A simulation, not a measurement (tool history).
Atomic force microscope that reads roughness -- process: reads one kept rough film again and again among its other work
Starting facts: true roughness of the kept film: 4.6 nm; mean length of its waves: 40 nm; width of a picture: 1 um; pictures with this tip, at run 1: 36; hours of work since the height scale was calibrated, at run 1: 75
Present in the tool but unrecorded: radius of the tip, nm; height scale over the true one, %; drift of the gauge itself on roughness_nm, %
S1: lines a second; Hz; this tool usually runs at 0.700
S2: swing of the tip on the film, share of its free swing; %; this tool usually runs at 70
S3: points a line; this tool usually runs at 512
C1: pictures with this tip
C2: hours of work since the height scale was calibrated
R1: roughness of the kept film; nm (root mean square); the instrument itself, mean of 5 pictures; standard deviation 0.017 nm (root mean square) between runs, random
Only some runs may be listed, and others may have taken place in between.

{"run": 1, "hour": 0.0, "S1": 0.7, "S2": 70, "S3": 512, "C1": 36, "C2": 75, "R1": 4.09}
{"run": 2, "hour": 55.2, "S1": 0.7, "S2": 87, "S3": 512, "C1": 158, "C2": 118, "R1": 3.849}
{"run": 3, "hour": 98.3, "S1": 0.7, "S2": 87, "S3": 512, "C1": 254, "C2": 151, "R1": 3.825}
{"hour": 136.9, "done": "new tip fitted"}
{"run": 4, "hour": 155.0, "S1": 0.7, "S2": 70, "S3": 512, "C1": 40, "C2": 194, "R1": 4.081}
{"run": 5, "hour": 197.3, "S1": 0.7, "S2": 70, "S3": 512, "C1": 134, "C2": 227, "R1": 4.069}
{"run": 6, "hour": 232.6, "S1": 0.7, "S2": 70, "S3": 512, "C1": 212, "C2": 254, "R1": 4.075}
{"run": 7, "hour": 271.4, "S1": 0.7, "S2": 70, "S3": 282, "C1": 298, "C2": 284, "R1": 4.043}
{"hour": 288.9, "done": "new tip fitted"}
{"run": 8, "hour": 314.8, "S1": 0.7, "S2": 70, "S3": 512, "C1": 57, "C2": 317, "R1": 4.03}
{"run": 9, "hour": 367.6, "S1": 0.7, "S2": 70, "S3": 512, "C1": 174, "C2": 358, "R1": 4.078}
{"run": 10, "hour": 422.5, "S1": 0.7, "S2": 70, "S3": 512, "C1": 296, "C2": 400, "R1": 4.069}
{"hour": 439.7, "done": "new tip fitted"}
{"run": 11, "hour": 477.9, "S1": 0.7, "S2": 70, "S3": 512, "C1": 84, "C2": 443, "R1": 4.081}
{"run": 12, "hour": 526.1, "S1": 0.7, "S2": 70, "S3": 512, "C1": 191, "C2": 480, "R1": 4.046}
{"run": 13, "hour": 574.7, "S1": 0.7, "S2": 70, "S3": 512, "C1": 298, "C2": 517, "R1": 4.051}
{"hour": 592.1, "done": "new tip fitted"}
{"run": 14, "hour": 606.8, "S1": 0.7, "S2": 70, "S3": 512, "C1": 32, "C2": 542, "R1": 4.069}
{"run": 15, "hour": 653.2, "S1": 0.626, "S2": 84, "S3": 261, "C1": 135, "C2": 578, "R1": 3.895}
{"run": 16, "hour": 682.8, "S1": 0.626, "S2": 84, "S3": 261, "C1": 200, "C2": 601, "R1": 3.909}
{"run": 17, "hour": 741.1, "S1": 0.626, "S2": 84, "S3": 261, "C1": 330, "C2": 646, "R1": 3.865}
{"hour": 746.2, "done": "new tip fitted"}
{"run": 18, "hour": 794.4, "S1": 0.783, "S2": 89, "S3": 760, "C1": 106, "C2": 686, "R1": 3.774}
{"run": 19, "hour": 849.9, "S1": 0.783, "S2": 90, "S3": 760, "C1": 229, "C2": 729, "R1": 3.734}
{"hour": 898.3, "done": "new tip fitted"}
{"run": 20, "hour": 898.8, "S1": 0.702, "S2": 83, "S3": 484, "C1": 1, "C2": 767, "R1": 3.89}
{"run": 21, "hour": 953.2, "S1": 0.702, "S2": 83, "S3": 484, "C1": 121, "C2": 809, "R1": 3.901}
{"run": 22, "hour": 1004.7, "S1": 1.41, "S2": 76, "S3": 512, "C1": 236, "C2": 848, "R1": 3.773}
{"run": 23, "hour": 1037.7, "S1": 3.12, "S2": 64, "S3": 787, "C1": 308, "C2": 874, "R1": 3.728}
{"hour": 1050.2, "done": "new tip fitted"}
{"run": 24, "hour": 1082.7, "S1": 3.133, "S2": 70, "S3": 701, "C1": 72, "C2": 908, "R1": 3.555}
{"run": 25, "hour": 1116.0, "S1": 1.345, "S2": 82, "S3": 293, "C1": 146, "C2": 934, "R1": 3.625}
{"run": 26, "hour": 1172.6, "S1": 0.754, "S2": 67, "S3": 357, "C1": 271, "C2": 978, "R1": 4.051}
{"hour": 1203.6, "done": "new tip fitted"}
{"run": 27, "hour": 1231.8, "S1": 3.526, "S2": 74, "S3": 273, "C1": 63, "C2": 1023, "R1": 3.285}

Alternative continuations, all from the tool just after run 27; predict every row:
{"run": "A", "hour": 1276.4, "S1": 3.526, "S2": 86, "S3": 273, "C1": 161, "C2": 1057, "R1": "?"}
{"run": "B", "hour": 1276.4, "S1": 1.401, "S2": 58, "S3": 273, "C1": 161, "C2": 1057, "R1": "?"}
{"run": "C", "hour": 1276.4, "S1": 2.624, "S2": 70, "S3": 512, "C1": 161, "C2": 1057, "R1": "?"}

run=A R1=2.782
run=B R1=4.042
run=C R1=3.636
With no hidden state in the tool, these same runs would have given:
run=A R1=2.786
run=B R1=4.048
run=C R1=3.642
